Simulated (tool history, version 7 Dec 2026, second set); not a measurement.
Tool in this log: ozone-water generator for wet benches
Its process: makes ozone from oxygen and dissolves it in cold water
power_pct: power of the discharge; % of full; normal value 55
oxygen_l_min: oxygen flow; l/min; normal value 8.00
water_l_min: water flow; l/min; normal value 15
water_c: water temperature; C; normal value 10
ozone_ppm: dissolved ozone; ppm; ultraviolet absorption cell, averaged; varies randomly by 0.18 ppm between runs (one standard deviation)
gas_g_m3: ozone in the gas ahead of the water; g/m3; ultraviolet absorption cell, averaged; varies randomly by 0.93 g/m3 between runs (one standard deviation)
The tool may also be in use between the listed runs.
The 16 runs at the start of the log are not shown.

run,hour,power_pct,oxygen_l_min,water_l_min,water_c,ozone_ppm,gas_g_m3
17,611.7,55,8.00,12,6,30.3,152.1
18,648.2,77,6.79,11,15,32.9,199.9
19,689.0,55,8.00,24,6,16.0,154.9
20,714.8,45,8.00,24,13,12.8,137.3
21,767.2,76,12.23,17,9,25.8,154.3
22,793.4,76,12.23,17,9,26.0,154.8
23,842.3,60,4.83,15,8,24.2,196.6
24,866.4,87,6.38,15,8,31.0,218.2
25,890.6,87,6.38,15,15,27.1,219.5
26,933.1,87,6.38,11,15,35.4,218.5
27,969.9,87,6.38,11,15,35.5,217.5
28,1018.8,42,9.42,21,10,14.9,123.8
29,1042.4,42,9.42,21,6,15.8,122.3
30,1068.1,43,9.42,21,15,13.8,122.9
31,1092.4,43,9.42,21,15,13.7,123.7
32,1124.0,55,4.90,12,10,27.0,186.5
33,1174.5,74,13.60,17,6,26.5,144.9

Consider 4 possible next runs. They are alternatives, not a sequence: every one starts from the tool as it was left by run 33. What does each give?
A,1204.3,66,4.51,15,10,?,?
B,1204.3,48,7.08,15,10,?,?
C,1204.3,55,7.61,15,10,?,?
D,1204.3,55,7.79,14,10,?,?

run,ozone_ppm,gas_g_m3
A,24.5,215.0
B,21.3,147.9
C,23.2,155.4
D,24.5,154.1
Without the tool's unlogged condition, the same runs would have read:
run,ozone_ppm,gas_g_m3
A,25.7,223.2
B,22.2,152.4
C,24.3,160.7
D,25.6,159.4
